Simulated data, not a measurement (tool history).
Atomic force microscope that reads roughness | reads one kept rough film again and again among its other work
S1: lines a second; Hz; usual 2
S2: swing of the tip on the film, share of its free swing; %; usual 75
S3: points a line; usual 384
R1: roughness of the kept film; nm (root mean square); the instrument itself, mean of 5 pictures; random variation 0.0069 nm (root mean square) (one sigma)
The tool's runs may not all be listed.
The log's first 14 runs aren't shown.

Run 15, hour 121.9: usual settings. Result: R1 1.19 nm (root mean square).
At hour 123.5: height scale calibrated on a step standard.
Run 16, hour 135.3: usual settings but S2 88 %. Result: R1 1.034 nm (root mean square).
Run 17, hour 142.1: usual settings but S2 88 %. Result: R1 1.025 nm (root mean square).
Run 18, hour 151.6: usual settings but S2 88 %. Result: R1 1.001 nm (root mean square).
At hour 155: height scale calibrated on a step standard, once more.
At hour 157.9: new tip fitted.
Run 19, hour 160.1: usual settings but S2 88 %. Result: R1 1.256 nm (root mean square).
Run 20, hour 165.9: usual settings but S1 1.28 Hz, S2 71 %, S3 622. Result: R1 1.478 nm (root mean square).
Run 21, hour 172.6: usual settings but S3 738. Result: R1 1.364 nm (root mean square).
Run 22, hour 183.2: usual settings but S1 3.32 Hz, S2 64 %, S3 917. Result: R1 1.36 nm (root mean square).
Run 23, hour 195.7: usual settings but S2 60 %, S3 723. Result: R1 1.402 nm (root mean square).
Run 24, hour 205.3: usual settings but S1 3.56 Hz, S2 60 %, S3 847. Result: R1 1.32 nm (root mean square).
Run 25, hour 211.8: usual settings but S1 3.56 Hz, S2 60 %, S3 847. Result: R1 1.295 nm (root mean square).
Run 26, hour 218.1: usual settings but S1 3.56 Hz, S2 60 %, S3 847. Result: R1 1.285 nm (root mean square).
Run 27, hour 228.2: usual settings but S1 3.56 Hz, S2 60 %, S3 847. Result: R1 1.251 nm (root mean square).
Run 28, hour 237.4: usual settings but S1 3.56 Hz, S2 60 %, S3 847. Result: R1 1.221 nm (root mean square).
Run 29, hour 246.8: usual settings but S1 3.56 Hz, S2 60 %, S3 847. Result: R1 1.206 nm (root mean square).
Run 30, hour 256.4: usual settings but S1 3.56 Hz, S2 60 %, S3 847. Result: R1 1.178 nm (root mean square).
Run 31, hour 262.8: usual settings but S1 1.25 Hz, S3 593. Result: R1 1.177 nm (root mean square).
At hour 265.8: new tip fitted.
Run 32, hour 269.5: usual settings but S1 1.21 Hz, S3 593. Result: R1 1.478 nm (root mean square).
Run 33, hour 274.8: usual settings but S2 69 %, S3 500. Result: R1 1.44 nm (root mean square).
Run 34, hour 284.5: usual settings but S2 69 %, S3 500. Result: R1 1.393 nm (root mean square).

Forecast each of these 5 alternatives for the next run:
Run A, hour 294.9: usual settings but S2 71 %, S3 500. Result: R1 ?.
Run B, hour 294.9: usual settings but S2 69 %, S3 483. Result: R1 ?.
Run C, hour 294.9: usual settings but S1 1.85 Hz, S2 88 %, S3 329. Result: R1 ?.
Run D, hour 294.9: usual settings but S1 0.83 Hz, S3 666. Result: R1 ?.
Run E, hour 294.9: usual settings but S1 0.54 Hz, S2 68 %, S3 775. Result: R1 ?.

run     R1
  A  1.345
  B  1.359
  C   1.19
  D  1.413
  E  1.468
Without the tool's hidden state the same runs would have given:
run     R1
  A  1.445
  B   1.46
  C  1.278
  D  1.519
  E  1.578
